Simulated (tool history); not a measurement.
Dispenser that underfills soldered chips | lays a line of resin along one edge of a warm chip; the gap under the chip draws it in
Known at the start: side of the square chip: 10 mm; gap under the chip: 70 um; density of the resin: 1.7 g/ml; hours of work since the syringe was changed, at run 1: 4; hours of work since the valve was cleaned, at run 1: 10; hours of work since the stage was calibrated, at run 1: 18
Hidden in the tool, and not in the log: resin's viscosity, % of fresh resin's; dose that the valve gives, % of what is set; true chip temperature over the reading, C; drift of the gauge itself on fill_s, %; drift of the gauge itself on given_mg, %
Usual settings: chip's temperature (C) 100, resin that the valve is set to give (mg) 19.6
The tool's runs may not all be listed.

| run | hour | chip's temperature (C) | resin that the valve is set to give (mg) | hours of work since the syringe was changed | hours of work since the valve was cleaned | hours of work since the stage was calibrated | time until the resin shows at the far edge (s) | resin that the valve gave (mg) |
|---|---|---|---|---|---|---|---|---|
| 1 | 0 | 100 | 19.6 | 4 | 10 | 18 | 75.5 | 19.6 |
|  | 4.2 | new syringe of resin |
| 2 | 5.5 | 100 | 19.6 | 1 | 14 | 22 | 65.4 | 19.35 |
| 3 | 9 | 91 | 19.6 | 3 | 16 | 25 | 109.1 | 19.38 |
| 4 | 12.2 | 105 | 19.6 | 6 | 19 | 27 | 65.7 | 19.37 |
|  | 13.8 | new syringe of resin |
| 5 | 15.5 | 105 | 19.6 | 1 | 21 | 29 | 53.6 | 19.09 |
| 6 | 21.4 | 100 | 23.7 | 5 | 25 | 33 | 79.8 | 23.17 |
|  | 23.4 | new syringe of resin |
| 7 | 27.1 | 100 | 19.7 | 3 | 29 | 37 | 70.8 | 19.22 |
|  | 33.3 | new syringe of resin |
| 8 | 33.6 | 100 | 19.7 | 0 | 33 | 41 | 63.7 | 19.12 |
| 9 | 40.2 | 92 | 19.6 | 5 | 38 | 46 | 110.8 | 19 |
|  | 42.9 | new syringe of resin |
| 10 | 44.5 | 104 | 19.6 | 1 | 41 | 49 | 55.7 | 18.88 |
| 11 | 48.5 | 104 | 19.6 | 4 | 43 | 52 | 64.4 | 18.84 |
|  | 52.7 | new syringe of resin |
| 12 | 54.9 | 104 | 19.6 | 2 | 48 | 56 | 56.6 | 18.81 |
|  | 60.1 | dispensing valve cleaned and set on the balance |
| 13 | 61.2 | 104 | 19.6 | 5 | 1 | 60 | 65.4 | 19.5 |
|  | 63.7 | new syringe of resin |
| 14 | 65.5 | 104 | 19.6 | 1 | 4 | 62 | 56.6 | 19.48 |
| 15 | 71.2 | 104 | 19.6 | 5 | 8 | 66 | 67.4 | 19.63 |
|  | 73.7 | new syringe of resin |
| 16 | 78.1 | 94 | 19.6 | 3 | 12 | 71 | 95.4 | 19.26 |
| 17 | 82.6 | 114 | 19.6 | 6 | 15 | 74 | 48.3 | 19.46 |
|  | 83.7 | new syringe of resin |
| 18 | 88.1 | 97 | 19.6 | 3 | 19 | 78 | 83.3 | 19.21 |
| 19 | 92.1 | 97 | 19.6 | 6 | 22 | 81 | 95.6 | 19.26 |
|  | 93.3 | new syringe of resin |
| 20 | 96.2 | 102 | 19.6 | 2 | 25 | 83 | 65.2 | 19.08 |
| 21 | 101.1 | 100 | 16.8 | 5 | 28 | 87 | 87.1 | 16.24 |
|  | 103 | new syringe of resin |
| 22 | 105.5 | 98 | 24.1 | 2 | 31 | 90 | 72.6 | 23.59 |
| 23 | 110 | 100 | 22.8 | 5 | 34 | 93 | 77.3 | 22.12 |
|  | 112.9 | new syringe of resin |
| 24 | 114.5 | 100 | 22.8 | 1 | 37 | 96 | 65.5 | 22.05 |
| 25 | 120 | 100 | 22.8 | 5 | 41 | 100 | 78.8 | 21.84 |
|  | 122.7 | new syringe of resin |
| 26 | 126.5 | 98 | 23.9 | 3 | 45 | 104 | 78.2 | 22.92 |

Run 27 comes next. What will it give?
| 27 | 131.9 | 110 | 25 | 6 | 49 | 108 | ? | ? |

{"run 27": {"time until the resin shows at the far edge (s)": 56.4, "resin that the valve gave (mg)": 24.08}}
Without the tool's hidden state the same run would have given time until the resin shows at the far edge (s) 40.8, resin that the valve gave (mg) 25.12.
